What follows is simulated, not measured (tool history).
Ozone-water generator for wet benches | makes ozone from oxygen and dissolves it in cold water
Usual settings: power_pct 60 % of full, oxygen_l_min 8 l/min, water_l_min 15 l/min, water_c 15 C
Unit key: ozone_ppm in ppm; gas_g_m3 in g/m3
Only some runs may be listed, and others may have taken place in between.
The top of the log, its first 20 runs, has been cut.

run    hour  power_pct  oxygen_l_min  water_l_min  water_c  hours of work since the electrodes were changed  hours of work since the contactor was cleaned  hours of work since the thermometer was calibrated  ozone_ppm  gas_g_m3
 21  2405.8         60             8           11       15                                             7875                                           2799                                                 637       27.4     141.6
 22  2515.2         60          8.35           15       15                                             7967                                           2892                                                 730       22.1     136.5
 23  2682.5         60          8.35           15       13                                             8109                                           3033                                                 871       22.6     136.9
 24  2803.8         60          8.35           15       13                                             8211                                           3136                                                 973       22.7     135.1
 25    2905         50          5.59           13       15                                             8297                                           3221                                                1059       23.4     153.9
 26  3046.2         60             8           11       15                                             8416                                           3340                                                1178       26.4     139.3
 27  3123.3         91          9.89           11        7                                             8481                                           3406                                                1243       38.3     156.4
 28  3209.3         91          9.89           11        7                                             8554                                           3478                                                1316         38       156
 29  3280.4         48             8           12       15                                             8614                                           3538                                                1376       21.9     119.9
 30  3351.7         42          9.95           12       14                                             8674                                           3598                                                1436       19.5      98.3
 31    3509         42          9.95           12       13                                             8807                                           3731                                                1569       19.5      97.2
 32  3604.6         42          9.95           12       13                                             8888                                           3812                                                1650       19.7      97.9

Run 33, settings as shown, results not yet in. Your forecast:
     3724.9  -- electrodes of the discharge changed
 33  3748.9         60         13.43           15       15                                               20                                           3929                                                1767          ?         ?

Run 33 measured ozone_ppm 26 ppm, gas_g_m3 137.3 g/m3.
Had the tool carried no hidden state, the very same run would have given ozone_ppm 26.7 ppm, gas_g_m3 138 g/m3.
